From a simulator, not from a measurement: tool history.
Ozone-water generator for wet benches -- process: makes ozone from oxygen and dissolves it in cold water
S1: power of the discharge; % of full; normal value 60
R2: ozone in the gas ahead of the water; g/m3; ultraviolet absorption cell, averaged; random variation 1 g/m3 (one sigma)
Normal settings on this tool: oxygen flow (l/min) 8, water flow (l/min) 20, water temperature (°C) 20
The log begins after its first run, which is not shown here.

run 2 hour=76.1 | S1=63 oxygen_flow_(l/min)=8 water_flow_(l/min)=20 water_temperature_(°C)=20 | dissolved_ozone_(ppm)=19.7 R2=185.2
-- hour=89.4 contactor cleaned
run 3 hour=148.3 | S1=63 oxygen_flow_(l/min)=8 water_flow_(l/min)=20 water_temperature_(°C)=20 | dissolved_ozone_(ppm)=20.7 R2=184.4
run 4 hour=195.9 | S1=63 oxygen_flow_(l/min)=8 water_flow_(l/min)=20 water_temperature_(°C)=20 | dissolved_ozone_(ppm)=20.5 R2=185.8
run 5 hour=242.8 | S1=63 oxygen_flow_(l/min)=8 water_flow_(l/min)=16 water_temperature_(°C)=20 | dissolved_ozone_(ppm)=23.4 R2=184.4
run 6 hour=304.3 | S1=60 oxygen_flow_(l/min)=8 water_flow_(l/min)=20 water_temperature_(°C)=20 | dissolved_ozone_(ppm)=19.9 R2=179.4
run 7 hour=350 | S1=60 oxygen_flow_(l/min)=8 water_flow_(l/min)=20 water_temperature_(°C)=20 | dissolved_ozone_(ppm)=20 R2=179.6
run 8 hour=406.5 | S1=60 oxygen_flow_(l/min)=8 water_flow_(l/min)=20 water_temperature_(°C)=20 | dissolved_ozone_(ppm)=19.8 R2=179.7
run 9 hour=492.4 | S1=79 oxygen_flow_(l/min)=8 water_flow_(l/min)=20 water_temperature_(°C)=20 | dissolved_ozone_(ppm)=23.2 R2=205.6
-- hour=507.4 water thermometer calibrated
run 10 hour=565.8 | S1=79 oxygen_flow_(l/min)=8 water_flow_(l/min)=20 water_temperature_(°C)=20 | dissolved_ozone_(ppm)=22.9 R2=206.8
run 11 hour=623.4 | S1=60 oxygen_flow_(l/min)=8 water_flow_(l/min)=20 water_temperature_(°C)=20 | dissolved_ozone_(ppm)=20.1 R2=178.6
run 12 hour=687.8 | S1=60 oxygen_flow_(l/min)=8 water_flow_(l/min)=20 water_temperature_(°C)=20 | dissolved_ozone_(ppm)=19.4 R2=178.1
run 13 hour=734.1 | S1=60 oxygen_flow_(l/min)=8 water_flow_(l/min)=20 water_temperature_(°C)=20 | dissolved_ozone_(ppm)=20.1 R2=179.2
run 14 hour=808.1 | S1=60 oxygen_flow_(l/min)=8 water_flow_(l/min)=20 water_temperature_(°C)=14 | dissolved_ozone_(ppm)=21.8 R2=179.1
run 15 hour=892.5 | S1=60 oxygen_flow_(l/min)=8 water_flow_(l/min)=31 water_temperature_(°C)=14 | dissolved_ozone_(ppm)=16 R2=178.7
run 16 hour=930.9 | S1=60 oxygen_flow_(l/min)=8 water_flow_(l/min)=31 water_temperature_(°C)=14 | dissolved_ozone_(ppm)=16 R2=178.3
run 17 hour=968.7 | S1=60 oxygen_flow_(l/min)=8 water_flow_(l/min)=31 water_temperature_(°C)=26 | dissolved_ozone_(ppm)=13.4 R2=179.5
run 18 hour=1034.4 | S1=60 oxygen_flow_(l/min)=9.54 water_flow_(l/min)=31 water_temperature_(°C)=26 | dissolved_ozone_(ppm)=12.8 R2=157.5

Run 19 is up next; what results do you expect?
run 19 hour=1080.3 | S1=46 oxygen_flow_(l/min)=8 water_flow_(l/min)=23 water_temperature_(°C)=20 | dissolved_ozone_(ppm)=? R2=?

dissolved ozone (ppm): 15.8
R2: 154.9 g/m3
Had the tool carried no hidden state, the very same run would have given dissolved ozone (ppm) 16.3, R2 157.1 g/m3.

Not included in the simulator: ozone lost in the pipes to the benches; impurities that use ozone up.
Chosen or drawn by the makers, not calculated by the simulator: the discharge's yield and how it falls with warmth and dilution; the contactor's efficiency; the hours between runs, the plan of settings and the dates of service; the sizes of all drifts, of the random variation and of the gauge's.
